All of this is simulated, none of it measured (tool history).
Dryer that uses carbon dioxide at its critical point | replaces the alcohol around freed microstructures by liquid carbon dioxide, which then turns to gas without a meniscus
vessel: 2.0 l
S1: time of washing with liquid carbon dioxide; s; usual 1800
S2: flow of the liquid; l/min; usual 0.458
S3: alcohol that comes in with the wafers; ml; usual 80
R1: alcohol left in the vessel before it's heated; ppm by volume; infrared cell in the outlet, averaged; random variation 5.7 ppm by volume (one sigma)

Run 1, day 0.000: usual settings. Result: R1 267 ppm by volume.
Run 2, day 0.975: usual settings. Result: R1 281 ppm by volume.
Run 3, day 2.138: usual settings but S3 102 ml. Result: R1 338 ppm by volume.
Run 4, day 3.388: usual settings. Result: R1 318 ppm by volume.
Run 5, day 4.050: usual settings. Result: R1 304 ppm by volume.
Run 6, day 4.946: usual settings. Result: R1 319 ppm by volume.
Run 7, day 5.817: usual settings. Result: R1 334 ppm by volume.
Run 8, day 6.329: usual settings but S3 94 ml. Result: R1 367 ppm by volume.
Run 9, day 7.204: usual settings but S3 21 ml. Result: R1 181 ppm by volume.
Run 10, day 8.325: usual settings but S3 67 ml. Result: R1 329 ppm by volume.
Run 11, day 9.054: usual settings but S3 67 ml. Result: R1 337 ppm by volume.
Run 12, day 10.088: usual settings but S3 67 ml. Result: R1 340 ppm by volume.
Run 13, day 11.346: usual settings. Result: R1 387 ppm by volume.
Run 14, day 11.921: usual settings. Result: R1 414 ppm by volume.
Run 15, day 12.758: usual settings. Result: R1 412 ppm by volume.
Run 16, day 13.400: usual settings. Result: R1 415 ppm by volume.
Run 17, day 14.221: usual settings but S1 1140 s. Result: R1 1889 ppm by volume.
Run 18, day 14.792: usual settings but S1 1140 s. Result: R1 1852 ppm by volume.
Run 19, day 15.312: usual settings but S1 1140 s. Result: R1 1892 ppm by volume.
Run 20, day 16.462: usual settings. Result: R1 444 ppm by volume.
Run 21, day 17.654: usual settings. Result: R1 466 ppm by volume.
Run 22, day 18.575: usual settings. Result: R1 475 ppm by volume.
Run 23, day 19.354: usual settings. Result: R1 482 ppm by volume.
Run 24, day 20.412: usual settings but S3 21 ml. Result: R1 267 ppm by volume.
Run 25, day 21.679: usual settings but S1 1680 s, S3 21 ml. Result: R1 303 ppm by volume.
Run 26, day 22.621: usual settings but S1 1680 s, S2 0.723 l/min, S3 21 ml. Result: R1 203 ppm by volume.
Run 27, day 23.762: usual settings but S1 1680 s, S2 0.419 l/min, S3 106 ml. Result: R1 1165 ppm by volume.
Run 28, day 24.767: usual settings but S1 1680 s, S2 0.670 l/min, S3 90 ml. Result: R1 274 ppm by volume.
Run 29, day 25.525: usual settings but S1 2820 s, S3 28 ml. Result: R1 211 ppm by volume.
At day 26.171: inlet filter changed.
Run 30, day 26.696: usual settings but S1 1860 s. Result: R1 354 ppm by volume.
Run 31, day 27.354: usual settings but S1 1500 s, S2 0.374 l/min, S3 62 ml. Result: R1 1000 ppm by volume.
Run 32, day 28.596: usual settings but S2 0.761 l/min, S3 31 ml. Result: R1 213 ppm by volume.
Run 33, day 29.400: usual settings but S2 0.761 l/min, S3 31 ml. Result: R1 211 ppm by volume.
Run 34, day 30.154: usual settings but S1 2400 s, S2 0.442 l/min, S3 102 ml. Result: R1 269 ppm by volume.
Run 35, day 30.904: usual settings but S1 1200 s, S2 0.719 l/min, S3 91 ml. Result: R1 384 ppm by volume.
Run 36, day 31.888: usual settings but S1 2160 s, S2 0.468 l/min, S3 91 ml. Result: R1 298 ppm by volume.
At day 32.533: purifier's bed changed.
Run 37, day 32.533: usual settings but S3 48 ml. Result: R1 137 ppm by volume.
Run 38, day 33.629: usual settings but S1 2100 s, S3 67 ml. Result: R1 81 ppm by volume.
Run 39, day 34.788: usual settings but S1 2100 s, S3 67 ml. Result: R1 93 ppm by volume.
Run 40, day 35.362: usual settings but S1 1920 s, S2 0.718 l/min, S3 67 ml. Result: R1 22 ppm by volume.
Run 41, day 36.192: usual settings but S1 1920 s, S2 0.718 l/min, S3 67 ml. Result: R1 24 ppm by volume.
Run 42, day 37.021: usual settings but S1 1920 s, S2 0.396 l/min, S3 67 ml. Result: R1 323 ppm by volume.
Run 43, day 37.792: usual settings but S1 2460 s, S2 0.330 l/min, S3 43 ml. Result: R1 166 ppm by volume.
Run 44, day 38.704: usual settings but S1 2460 s, S3 88 ml. Result: R1 71 ppm by volume.
Run 45, day 39.967: usual settings but S1 2400 s, S2 0.419 l/min, S3 83 ml. Result: R1 110 ppm by volume.
Run 46, day 40.925: usual settings but S1 2400 s, S2 0.419 l/min, S3 83 ml. Result: R1 135 ppm by volume.
Run 47, day 42.183: usual settings but S1 2400 s, S2 0.419 l/min, S3 83 ml. Result: R1 139 ppm by volume.

4 ways to go on from here, each from the tool as it stands after run 47. What would each give?
Run A, day 42.729: usual settings but S1 2400 s, S2 0.419 l/min, S3 45 ml. Result: R1 ?.
Run B, day 42.729: usual settings but S1 2040 s, S2 0.457 l/min, S3 43 ml. Result: R1 ?.
Run C, day 42.729: usual settings but S2 0.325 l/min. Result: R1 ?.
Run D, day 42.729: usual settings but S1 1680 s, S2 0.591 l/min, S3 40 ml. Result: R1 ?.

run    R1
  A   103
  B   128
  C  1227
  D    98
Without the tool's hidden state the same runs would have given:
run   R1
  A   41
  B   55
  C  837
  D   35
